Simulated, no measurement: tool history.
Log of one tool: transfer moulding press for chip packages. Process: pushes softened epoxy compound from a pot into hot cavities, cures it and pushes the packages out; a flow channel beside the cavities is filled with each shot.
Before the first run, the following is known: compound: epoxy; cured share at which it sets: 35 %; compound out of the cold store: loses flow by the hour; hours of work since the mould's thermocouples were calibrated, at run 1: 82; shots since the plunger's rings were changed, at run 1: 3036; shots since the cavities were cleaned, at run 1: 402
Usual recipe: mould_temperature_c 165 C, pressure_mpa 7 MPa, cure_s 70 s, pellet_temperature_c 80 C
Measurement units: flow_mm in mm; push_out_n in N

| run | hour | mould_temperature_c | pressure_mpa | cure_s | pellet_temperature_c | hours of work since the mould's thermocouples were calibrated | shots since the plunger's rings were changed | shots since the cavities were cleaned | incoming compound's hours out of the cold store | flow_mm | push_out_n |
|---|---|---|---|---|---|---|---|---|---|---|---|
| 1 | 0 | 165 | 7 | 70 | 80 | 82 | 3036 | 402 | 18.4 | 529 | 954 |
|  | 17 | cavities cleaned with cleaning compound and waxed |
| 2 | 23.8 | 165 | 7 | 70 | 80 | 94 | 3363 | 100 | 41 | 482 | 1121 |
| 3 | 51.1 | 165 | 7 | 70 | 80 | 109 | 3764 | 501 | 10.4 | 541 | 1316 |
|  | 61.2 | cavities cleaned with cleaning compound and waxed |
|  | 70.2 | plunger's sealing rings changed |
| 4 | 70.2 | 165 | 7.35 | 70 | 80 | 118 | 0 | 96 | 13.7 | 569 | 715 |
| 5 | 96.8 | 165 | 7 | 70 | 80 | 132 | 391 | 487 | 21.5 | 534 | 1017 |
|  | 105.9 | cavities cleaned with cleaning compound and waxed |
| 6 | 127.9 | 165 | 7 | 70 | 80 | 149 | 826 | 324 | 36.2 | 504 | 895 |
| 7 | 142.9 | 165 | 7 | 70 | 80 | 157 | 1047 | 545 | 31.9 | 513 | 1060 |
|  | 149 | cavities cleaned with cleaning compound and waxed |
| 8 | 169.2 | 165 | 7 | 75 | 80 | 171 | 1410 | 296 | 17.1 | 537 | 802 |
|  | 181.2 | cavities cleaned with cleaning compound and waxed, once more |
| 9 | 201.2 | 165 | 7 | 75 | 80 | 188 | 1858 | 294 | 41.8 | 489 | 741 |
|  | 225.4 | cavities cleaned with cleaning compound and waxed |
| 10 | 237.8 | 165 | 7 | 75 | 80 | 207 | 2374 | 182 | 24.7 | 519 | 667 |
| 11 | 253.7 | 165 | 7 | 75 | 80 | 216 | 2608 | 416 | 11 | 548 | 847 |
|  | 269.3 | cavities cleaned with cleaning compound and waxed |
| 12 | 285.9 | 165 | 7 | 75 | 80 | 233 | 3060 | 245 | 23.1 | 520 | 733 |
| 13 | 302.4 | 170 | 7.95 | 83 | 73 | 242 | 3301 | 486 | 13.4 | 565 | 703 |
|  | 311.8 | cavities cleaned with cleaning compound and waxed |
| 14 | 335.2 | 165 | 8.53 | 70 | 80 | 260 | 3762 | 344 | 13.3 | 591 | 936 |
|  | 353.5 | plunger's sealing rings changed |
|  | 358.3 | cavities cleaned with cleaning compound and waxed |
| 15 | 370.8 | 157 | 6.74 | 68 | 87 | 277 | 234 | 184 | 34.4 | 513 | 1491 |
| 16 | 398.5 | 157 | 6.74 | 68 | 87 | 292 | 640 | 590 | 47.3 | 490 | 1990 |
|  | 402.5 | cavities cleaned with cleaning compound and waxed |
| 17 | 420.3 | 157 | 6.74 | 68 | 87 | 304 | 938 | 262 | 11.1 | 557 | 1780 |
| 18 | 440.6 | 157 | 6.74 | 68 | 87 | 315 | 1237 | 561 | 30.9 | 517 | 1926 |
|  | 445.3 | cavities cleaned with cleaning compound and waxed |
| 19 | 466.5 | 157 | 6.74 | 68 | 87 | 329 | 1595 | 312 | 19.3 | 540 | 1857 |
|  | 487.7 | cavities cleaned with cleaning compound and waxed |
| 20 | 488 | 161 | 6.85 | 68 | 90 | 340 | 1889 | 4 | 38.7 | 496 | 826 |
| 21 | 522.2 | 171 | 6.56 | 75 | 89 | 359 | 2392 | 507 | 16.5 | 509 | 709 |
|  | 529.5 | cavities cleaned with cleaning compound and waxed |
| 22 | 550.9 | 171 | 6.56 | 75 | 89 | 374 | 2791 | 314 | 15.6 | 505 | 669 |
|  | 572.8 | cavities cleaned with cleaning compound and waxed |
| 23 | 584 | 165 | 5.93 | 91 | 80 | 391 | 3256 | 164 | 27.4 | 473 | 596 |
| 24 | 602.8 | 160 | 6.47 | 55 | 74 | 402 | 3532 | 440 | 41.5 | 471 | 2581 |

Below are 3 alternative next runs, each starting from the tool's condition after run 24. Predict each:
|  | 614.8 | cavities cleaned with cleaning compound and waxed |
|  | 637.2 | plunger's sealing rings changed |
| A | 637.2 | 161 | 6.47 | 55 | 71 | 419 | 0 | 292 | 9.9 | ? | ? |
|  | 614.8 | cavities cleaned with cleaning compound and waxed |
|  | 637.2 | plunger's sealing rings changed |
| B | 637.2 | 172 | 7 | 70 | 84 | 419 | 0 | 292 | 28.5 | ? | ? |
|  | 614.8 | cavities cleaned with cleaning compound and waxed |
|  | 637.2 | plunger's sealing rings changed |
| C | 637.2 | 167 | 7 | 70 | 80 | 419 | 0 | 292 | 42.8 | ? | ? |

| run | flow_mm | push_out_n |
|---|---|---|
| A | 546 | 2593 |
| B | 512 | 683 |
| C | 492 | 789 |
Without the tool's hidden state the same runs would have given:
| run | flow_mm | push_out_n |
|---|---|---|
| A | 546 | 1659 |
| B | 512 | 446 |
| C | 491 | 507 |

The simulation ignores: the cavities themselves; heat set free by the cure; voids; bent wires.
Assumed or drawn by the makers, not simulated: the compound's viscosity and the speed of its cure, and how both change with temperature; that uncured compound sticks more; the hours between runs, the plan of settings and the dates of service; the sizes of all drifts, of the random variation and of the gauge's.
